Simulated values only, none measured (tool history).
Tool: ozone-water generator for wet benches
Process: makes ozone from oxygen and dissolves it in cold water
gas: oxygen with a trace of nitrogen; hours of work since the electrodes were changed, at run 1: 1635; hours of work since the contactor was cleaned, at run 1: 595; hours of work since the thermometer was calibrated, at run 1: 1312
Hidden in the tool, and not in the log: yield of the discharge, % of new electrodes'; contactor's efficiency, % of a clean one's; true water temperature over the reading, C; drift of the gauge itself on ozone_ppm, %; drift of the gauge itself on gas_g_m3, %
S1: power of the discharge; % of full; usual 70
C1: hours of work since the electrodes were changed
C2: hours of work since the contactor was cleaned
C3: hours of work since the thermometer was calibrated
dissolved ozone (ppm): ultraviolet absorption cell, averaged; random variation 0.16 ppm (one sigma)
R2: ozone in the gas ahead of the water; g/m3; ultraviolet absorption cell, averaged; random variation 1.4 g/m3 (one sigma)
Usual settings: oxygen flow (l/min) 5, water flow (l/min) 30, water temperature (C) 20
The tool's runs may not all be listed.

Run 1, day 0: usual settings; C1 1635; C2 595; C3 1312. Result: dissolved ozone (ppm) 20.1, R2 257 g/m3.
Run 2, day 1.896: usual settings; C1 1674; C2 633; C3 1350. Result: dissolved ozone (ppm) 20.1, R2 256.3 g/m3.
Run 3, day 3.729: usual settings; C1 1711; C2 670; C3 1387. Result: dissolved ozone (ppm) 20.4, R2 256.8 g/m3.
Run 4, day 4.792: usual settings; C1 1732; C2 692; C3 1409. Result: dissolved ozone (ppm) 19.8, R2 256.6 g/m3.
Run 5, day 6.621: usual settings; C1 1769; C2 729; C3 1446. Result: dissolved ozone (ppm) 19.8, R2 254.5 g/m3.
Run 6, day 8.85: usual settings; C1 1814; C2 774; C3 1491. Result: dissolved ozone (ppm) 20, R2 255.2 g/m3.
Run 7, day 10.521: usual settings; C1 1848; C2 808; C3 1524. Result: dissolved ozone (ppm) 20.1, R2 256.3 g/m3.
Run 8, day 12.721: usual settings; C1 1893; C2 852; C3 1569. Result: dissolved ozone (ppm) 19.9, R2 253.1 g/m3.
Run 9, day 14.942: usual settings; C1 1937; C2 897; C3 1614. Result: dissolved ozone (ppm) 19.9, R2 254.5 g/m3.
Run 10, day 16.608: usual settings; C1 1971; C2 931; C3 1647. Result: dissolved ozone (ppm) 19.9, R2 255.1 g/m3.
Run 11, day 17.625: usual settings but S1 73 % of full; C1 1992; C2 951; C3 1668. Result: dissolved ozone (ppm) 20.6, R2 259.1 g/m3.
Run 12, day 19.8: usual settings but S1 73 % of full; C1 2036; C2 995; C3 1712. Result: dissolved ozone (ppm) 20.2, R2 262.1 g/m3.
Run 13, day 21.808: usual settings but water flow (l/min) 26; C1 2076; C2 1036; C3 1753. Result: dissolved ozone (ppm) 22.4, R2 253.4 g/m3.
Run 14, day 23.621: usual settings but oxygen flow (l/min) 5.13; C1 2113; C2 1073; C3 1789. Result: dissolved ozone (ppm) 19.7, R2 251.8 g/m3.
Run 15, day 25.458: usual settings but water temperature (C) 26; C1 2150; C2 1110; C3 1826. Result: dissolved ozone (ppm) 18.4, R2 251.5 g/m3.
Run 16, day 26.762: usual settings but S1 84 % of full, water temperature (C) 26; C1 2176; C2 1136; C3 1853. Result: dissolved ozone (ppm) 20.5, R2 279.5 g/m3.
Run 17, day 29.146: usual settings but S1 84 % of full, water temperature (C) 26; C1 2225; C2 1184; C3 1901. Result: dissolved ozone (ppm) 20.4, R2 279.4 g/m3.
Run 18, day 31.521: usual settings but oxygen flow (l/min) 3.5; C1 2273; C2 1232; C3 1949. Result: dissolved ozone (ppm) 18.5, R2 294.3 g/m3.
Run 19, day 33.546: usual settings but oxygen flow (l/min) 5.98, water flow (l/min) 23, water temperature (C) 16; C1 2314; C2 1273; C3 1990. Result: dissolved ozone (ppm) 26.5, R2 229.6 g/m3.
Run 20, day 35.867: usual settings but S1 87 % of full, oxygen flow (l/min) 7.69; C1 2360; C2 1320; C3 2037. Result: dissolved ozone (ppm) 23, R2 229.5 g/m3.
Run 21, day 37.408: usual settings but S1 99 % of full, oxygen flow (l/min) 4.58; C1 2392; C2 1351; C3 2068. Result: dissolved ozone (ppm) 23.6, R2 318.7 g/m3.
Run 22, day 38.812: usual settings but S1 69 % of full, oxygen flow (l/min) 3.6, water flow (l/min) 24, water temperature (C) 24; C1 2420; C2 1380; C3 2096. Result: dissolved ozone (ppm) 21, R2 293.1 g/m3.
Run 23, day 40.529: usual settings but S1 69 % of full, oxygen flow (l/min) 3.6, water flow (l/min) 24, water temperature (C) 24; C1 2455; C2 1414; C3 2131. Result: dissolved ozone (ppm) 21.6, R2 293.1 g/m3.
Run 24, day 42.579: usual settings but S1 69 % of full, oxygen flow (l/min) 3.6, water flow (l/min) 24, water temperature (C) 24; C1 2496; C2 1456; C3 2173. Result: dissolved ozone (ppm) 21.4, R2 291.9 g/m3.
Run 25, day 44.896: usual settings but S1 47 % of full; C1 2543; C2 1503; C3 2219. Result: dissolved ozone (ppm) 16, R2 199.5 g/m3.

Run 26 comes next. What will it give?
Run 26, day 46.888: usual settings but S1 47 % of full; C1 2583; C2 1543; C3 2260. Result: dissolved ozone (ppm) ?, R2 ?.

dissolved ozone (ppm): 15.6
R2: 202.7 g/m3
Without the tool's hidden state the same run would have given dissolved ozone (ppm) 16.6, R2 213.1 g/m3.
